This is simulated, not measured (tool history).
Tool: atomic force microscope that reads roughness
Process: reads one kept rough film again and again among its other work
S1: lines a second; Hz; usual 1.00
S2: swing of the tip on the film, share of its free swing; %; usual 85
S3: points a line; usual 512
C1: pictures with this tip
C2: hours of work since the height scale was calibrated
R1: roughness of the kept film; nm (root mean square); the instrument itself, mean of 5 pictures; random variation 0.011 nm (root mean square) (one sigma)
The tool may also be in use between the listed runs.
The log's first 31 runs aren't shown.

run    hour    S1  S2    S3  C1   C2     R1
     1480.0  -- new tip fitted
 32  1544.6  3.61  83   724  73  310  1.939
     1567.4  -- new tip fitted
 33  1590.8  0.80  85   404  27  329  2.501
 34  1627.5  0.80  85   404  69  345  2.508
     1654.7  -- new tip fitted
 35  1676.5  1.66  59   512  25  365  2.632
 36  1719.6  1.66  59   512  73  383  2.649
     1739.9  -- new tip fitted
 37  1791.1  1.66  59   512  58  413  2.652
     1827.2  -- new tip fitted
 38  1840.3  2.47  85   512  15  433  2.091
 39  1880.2  2.45  85   512  61  450  2.089
     1915.4  -- new tip fitted
 40  1953.2  2.45  85   512  43  480  2.097
     2002.1  -- new tip fitted
 41  2024.6  3.43  63   353  25  510  2.436
 42  2079.3  1.00  76   291  87  532  2.541
     2087.6  -- new tip fitted
 43  2120.4  1.00  85   656  37  549  2.443
 44  2151.3  0.60  62  1001  72  562  2.706

3 ways to go on from here, each from the tool as it stands after run 44. What would each give?
     2173.7  -- new tip fitted
  A  2212.4  0.61  85  283  44  588   ?
     2173.7  -- new tip fitted
  B  2212.4  1.10  79  719  44  588   ?
     2173.7  -- new tip fitted
  C  2212.4  0.52  81  765  44  588   ?

run     R1
  A  2.546
  B  2.525
  C  2.632
Without the tool's hidden state the same runs would have given:
run     R1
  A  2.550
  B  2.529
  C  2.635

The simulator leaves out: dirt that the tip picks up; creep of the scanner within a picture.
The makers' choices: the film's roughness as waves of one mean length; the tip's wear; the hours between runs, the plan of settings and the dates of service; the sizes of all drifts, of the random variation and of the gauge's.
